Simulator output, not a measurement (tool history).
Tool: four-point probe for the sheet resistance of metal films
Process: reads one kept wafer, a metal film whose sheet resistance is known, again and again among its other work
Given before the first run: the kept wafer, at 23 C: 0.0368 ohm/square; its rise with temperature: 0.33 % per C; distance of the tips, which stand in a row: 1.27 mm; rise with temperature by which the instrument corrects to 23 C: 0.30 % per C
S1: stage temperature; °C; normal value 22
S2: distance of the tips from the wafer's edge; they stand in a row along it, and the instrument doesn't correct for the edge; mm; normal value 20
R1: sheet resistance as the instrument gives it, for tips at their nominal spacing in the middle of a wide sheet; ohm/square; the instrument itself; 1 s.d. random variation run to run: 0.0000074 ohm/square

| run | hour | S1 | S2 | R1 |
|---|---|---|---|---|
| 1 | 0 | 22 | 20 | 0.036739 |
| 2 | 22.9 | 22 | 20 | 0.036752 |
| 3 | 52.4 | 22 | 20 | 0.036738 |
| 4 | 79.2 | 22 | 20 | 0.036744 |
| 5 | 98.2 | 22 | 20 | 0.036737 |
| 6 | 123.3 | 19 | 20 | 0.036712 |
| 7 | 148.2 | 19 | 20 | 0.036702 |
| 8 | 162.2 | 22 | 20 | 0.036729 |
| 9 | 181.5 | 22 | 20 | 0.036727 |
| 10 | 205.9 | 22 | 20 | 0.036733 |
| 11 | 229.5 | 20 | 20 | 0.036702 |
| 12 | 247.2 | 20 | 20 | 0.036719 |
| 13 | 275.3 | 20 | 20 | 0.036713 |
| 14 | 293.7 | 20 | 20 | 0.036707 |
| 15 | 315.5 | 20 | 20 | 0.036702 |
| 16 | 340.3 | 20 | 20 | 0.036685 |
| 17 | 352.6 | 20 | 20 | 0.036711 |
| 18 | 368.6 | 31 | 20 | 0.03683 |
| 19 | 393.6 | 31 | 20 | 0.036822 |
| 20 | 421.4 | 20 | 10 | 0.03694 |
| 21 | 435.5 | 34 | 33 | 0.036809 |
| 22 | 451.1 | 34 | 33 | 0.036805 |
| 23 | 467.1 | 26 | 5 | 0.037913 |
| 24 | 491.8 | 22 | 34 | 0.036673 |
| 25 | 519.9 | 26 | 36 | 0.0367 |
| 26 | 542.4 | 28 | 10 | 0.037019 |
| 27 | 565.3 | 28 | 10 | 0.037024 |
| 28 | 585.4 | 24 | 44 | 0.036661 |
| 29 | 601.5 | 24 | 44 | 0.036668 |
| 30 | 616.5 | 34 | 59 | 0.036774 |
| 31 | 636.4 | 34 | 59 | 0.036773 |
| 32 | 650.1 | 34 | 59 | 0.036779 |
| 33 | 674.4 | 34 | 59 | 0.036764 |
| 34 | 688.1 | 22 | 8 | 0.037116 |
| 35 | 716.6 | 22 | 10 | 0.036951 |

4 options for the next run, each taken on its own from the tool as it stands now. Forecast them:
| A | 731.9 | 34 | 20 | ? |
| B | 731.9 | 31 | 8 | ? |
| C | 731.9 | 18 | 5 | ? |
| D | 731.9 | 26 | 5 | ? |

| run | R1 |
|---|---|
| A | 0.036848 |
| B | 0.037209 |
| C | 0.037808 |
| D | 0.037897 |
Had the tool no hidden state, the same runs would have come out as:
| run | R1 |
|---|---|
| A | 0.037012 |
| B | 0.037374 |
| C | 0.037975 |
| D | 0.038065 |
